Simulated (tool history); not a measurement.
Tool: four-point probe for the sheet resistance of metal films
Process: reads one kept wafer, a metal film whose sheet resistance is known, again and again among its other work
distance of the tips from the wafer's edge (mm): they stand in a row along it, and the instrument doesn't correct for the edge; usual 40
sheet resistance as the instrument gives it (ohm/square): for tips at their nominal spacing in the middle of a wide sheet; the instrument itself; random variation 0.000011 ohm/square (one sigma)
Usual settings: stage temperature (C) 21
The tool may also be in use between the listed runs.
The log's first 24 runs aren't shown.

run,hour,stage temperature (C),distance of the tips from the wafer's edge (mm),sheet resistance as the instrument gives it (ohm/square)
25,1613.6,23,48,0.053735
26,1668.6,23,16,0.053777
27,1760.6,30,4,0.053937
28,1828.3,20,27,0.053996
29,1915.3,20,27,0.05399
30,1997.4,28,52,0.053403
31,2086.1,20,43,0.054016
32,2169.8,20,43,0.054012
33,2222.1,20,43,0.054005
34,2270.9,26,4,0.054275
35,2365.3,19,52,0.054117
36,2420.9,30,22,0.05328
37,2516.7,30,22,0.053294
38,2610.5,31,22,0.053218
39,2690.9,29,67,0.053361
40,2767.1,21,12,0.054028
41,2854.1,20,21,0.054071
42,2952,22,53,0.053881
43,3008.6,22,53,0.053886
# hour 3047: stage's thermometer calibrated
44,3061.8,26,11,0.053582
45,3157.4,31,35,0.053138

Forecast each of these 3 alternatives for the next run:
A,3249.6,29,13,?
B,3249.6,28,3,?
C,3249.6,31,13,?

run,sheet resistance as the instrument gives it (ohm/square)
A,0.053329
B,0.0546
C,0.053205
Without the tool's hidden state the same runs would have given:
run,sheet resistance as the instrument gives it (ohm/square)
A,0.053105
B,0.054372
C,0.052982
